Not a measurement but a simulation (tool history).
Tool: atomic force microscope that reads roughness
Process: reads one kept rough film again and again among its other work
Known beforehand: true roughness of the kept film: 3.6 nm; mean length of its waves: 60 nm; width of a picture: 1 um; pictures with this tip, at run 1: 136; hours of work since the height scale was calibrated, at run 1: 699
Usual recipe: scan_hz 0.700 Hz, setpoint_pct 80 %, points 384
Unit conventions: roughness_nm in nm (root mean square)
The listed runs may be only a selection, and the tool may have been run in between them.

run	hour	scan_hz	setpoint_pct	points	pictures with this tip	hours of work since the height scale was calibrated	roughness_nm
1	0.0	0.700	80	384	136	699	3.342
2	33.5	0.768	80	384	204	719	3.287
# hour 56.4: new tip fitted
3	78.0	0.768	80	384	43	744	3.295
4	131.3	0.700	80	384	151	775	3.309
# hour 179.5: new tip fitted
5	179.5	2.161	80	384	0	803	3.063
6	211.8	2.161	80	384	66	822	3.059
7	264.6	2.161	80	769	172	853	3.066
8	299.0	0.700	62	384	242	873	3.430
# hour 302.6: new tip fitted
9	336.8	0.700	85	384	69	894	3.281
10	389.2	0.700	80	384	175	925	3.326
# hour 427.7: new tip fitted
11	429.6	2.469	80	384	4	948	3.022
12	475.9	0.700	65	384	98	975	3.358
13	527.4	0.585	81	581	202	1005	3.345
# hour 549.6: new tip fitted
14	575.6	0.585	81	581	52	1033	3.332
15	600.5	0.585	81	581	102	1047	3.319
16	625.0	0.559	80	755	152	1061	3.353
17	667.5	1.819	58	392	238	1086	3.349
# hour 671.4: new tip fitted
18	714.6	0.700	84	353	87	1113	3.287
19	748.1	0.700	84	353	154	1133	3.298
20	782.8	0.528	80	384	225	1153	3.354
# hour 796.2: new tip fitted
21	832.6	0.739	88	384	73	1182	3.238
22	873.6	1.143	56	384	156	1206	3.400
# hour 920.0: new tip fitted
23	920.0	1.143	56	262	0	1232	3.373
24	958.5	0.845	58	1012	78	1255	3.414

Each row is a separate what-if for the run after 24, all from the same tool condition, not one after another. Results?
A	1001.0	0.700	83	384	164	1279	?
B	1001.0	0.700	80	429	164	1279	?
C	1001.0	3.695	80	368	164	1279	?
D	1001.0	3.547	64	1012	164	1279	?
E	1001.0	1.674	83	826	164	1279	?

run	roughness_nm
A	3.274
B	3.304
C	2.805
D	3.186
E	3.118
What these runs would have given with no unlogged condition in the tool:
run	roughness_nm
A	3.278
B	3.308
C	2.808
D	3.189
E	3.121
